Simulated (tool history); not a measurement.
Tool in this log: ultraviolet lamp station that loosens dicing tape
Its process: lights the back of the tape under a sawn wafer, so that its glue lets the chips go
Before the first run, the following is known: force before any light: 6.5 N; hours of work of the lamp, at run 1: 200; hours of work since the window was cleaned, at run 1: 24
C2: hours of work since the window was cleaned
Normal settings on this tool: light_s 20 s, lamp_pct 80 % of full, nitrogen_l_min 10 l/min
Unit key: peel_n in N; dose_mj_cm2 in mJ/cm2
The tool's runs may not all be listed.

run 1 hour=0 | light_s=20 lamp_pct=80 nitrogen_l_min=10 | hours_of_work_of_the_lamp=200 C2=24 | peel_n=0.096 dose_mj_cm2=428
run 2 hour=23.3 | light_s=20 lamp_pct=80 nitrogen_l_min=10 | hours_of_work_of_the_lamp=211 C2=35 | peel_n=0.095 dose_mj_cm2=431
run 3 hour=43.3 | light_s=20 lamp_pct=80 nitrogen_l_min=11 | hours_of_work_of_the_lamp=221 C2=44 | peel_n=0.088 dose_mj_cm2=427
run 4 hour=76.8 | light_s=20 lamp_pct=80 nitrogen_l_min=11 | hours_of_work_of_the_lamp=237 C2=60 | peel_n=0.103 dose_mj_cm2=432
run 5 hour=113.1 | light_s=20 lamp_pct=80 nitrogen_l_min=11 | hours_of_work_of_the_lamp=254 C2=77 | peel_n=0.097 dose_mj_cm2=430
run 6 hour=150.7 | light_s=35 lamp_pct=80 nitrogen_l_min=19 | hours_of_work_of_the_lamp=272 C2=95 | peel_n=0.056 dose_mj_cm2=755

Expected results for the next run?
run 7 hour=194.1 | light_s=35 lamp_pct=80 nitrogen_l_min=19 | hours_of_work_of_the_lamp=292 C2=116 | peel_n=? dose_mj_cm2=?

{"run 7": {"peel_n": 0.06, "dose_mj_cm2": 753}}
If the tool had no hidden condition, the same run with the same run-to-run variation would have returned peel_n 0.06 N, dose_mj_cm2 754 mJ/cm2.

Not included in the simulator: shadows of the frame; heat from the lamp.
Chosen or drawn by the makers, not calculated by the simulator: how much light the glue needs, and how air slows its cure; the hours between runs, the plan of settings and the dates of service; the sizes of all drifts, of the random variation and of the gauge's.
